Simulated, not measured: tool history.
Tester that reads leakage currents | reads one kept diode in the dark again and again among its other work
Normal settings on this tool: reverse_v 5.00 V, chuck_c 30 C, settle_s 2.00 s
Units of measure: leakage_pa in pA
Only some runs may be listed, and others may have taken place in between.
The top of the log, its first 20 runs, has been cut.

| run | hour | reverse_v | chuck_c | settle_s | leakage_pa |
|---|---|---|---|---|---|
| 21 | 494.7 | 1.56 | 25 | 1.34 | 14.40 |
| 22 | 519.1 | 7.68 | 40 | 4.31 | 87.89 |
| 23 | 539.8 | 7.68 | 40 | 4.31 | 88.30 |
| 24 | 560.0 | 7.68 | 40 | 4.31 | 88.19 |
| 25 | 575.1 | 4.27 | 50 | 2.00 | 126.76 |
| 26 | 591.3 | 4.75 | 34 | 2.00 | 47.16 |
| 27 | 621.5 | 1.32 | 31 | 2.00 | 20.15 |
| 28 | 647.4 | 1.32 | 31 | 2.00 | 20.22 |
| 29 | 677.3 | 1.55 | 31 | 0.67 | 22.15 |
| 30 | 701.7 | 5.00 | 44 | 1.11 | 95.01 |
| 31 | 719.4 | 1.27 | 30 | 1.68 | 18.88 |
| 32 | 747.7 | 1.54 | 30 | 2.00 | 20.71 |

Branching from run 32: 3 alternative next runs. What would each branch give?
| A | 781.0 | 1.24 | 59 | 7.08 | ? |
| B | 781.0 | 1.54 | 22 | 2.00 | ? |
| C | 781.0 | 5.00 | 45 | 2.00 | ? |

| run | leakage_pa |
|---|---|
| A | 131.16 |
| B | 12.18 |
| C | 101.78 |
Without the tool's hidden state the same runs would have given:
| run | leakage_pa |
|---|---|
| A | 121.04 |
| B | 8.92 |
| C | 87.22 |
